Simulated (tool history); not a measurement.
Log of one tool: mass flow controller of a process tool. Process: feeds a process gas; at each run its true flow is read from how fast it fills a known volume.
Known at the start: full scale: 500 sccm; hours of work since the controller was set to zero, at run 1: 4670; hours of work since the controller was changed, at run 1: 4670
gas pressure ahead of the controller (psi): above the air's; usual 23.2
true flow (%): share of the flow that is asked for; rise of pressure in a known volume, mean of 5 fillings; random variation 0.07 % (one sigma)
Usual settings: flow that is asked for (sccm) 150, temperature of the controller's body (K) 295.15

run	hour	flow that is asked for (sccm)	gas pressure ahead of the controller (psi)	temperature of the controller's body (K)	hours of work since the controller was set to zero	hours of work since the controller was changed	true flow (%)
1	0	150	23.2	295.15	4670	4670	104.5
2	258.7	150	23.2	295.15	4864	4864	104.79
3	514.3	150	23.2	295.15	5055	5055	104.89
4	953.9	150	26.7	295.15	5385	5385	105.54
5	1421.7	150	26.7	295.15	5736	5736	105.96
# hour 1723: controller's zero set anew
6	1969.1	150	23.2	293.15	184	6145	102.79
7	2301.2	150	23.2	293.15	433	6394	103.21
8	2772.7	150	23.2	293.15	787	6748	103.67
9	3086.9	150	23.2	293.15	1022	6983	103.82
# hour 3218.8: controller exchanged for a calibrated one
10	3516.6	150	26.3	295.15	223	223	98.76
11	3892.8	150	23.2	295.15	505	505	98.89
12	4293.2	69	23.2	295.15	805	805	99.56
13	4619.7	150	23.9	295.15	1050	1050	99.63
14	5007.5	150	23.2	295.15	1341	1341	100.1
15	5280.2	150	23.2	295.15	1545	1545	100.12
16	5726.8	150	23.2	295.15	1880	1880	100.62

Run 17 comes next. What will it give?
17	6301.4	56	31.8	302.15	2311	2311	?

{"run 17": {"true flow (%)": 103.07}}
Without the tool's hidden state the same run would have given true flow (%) 98.41.
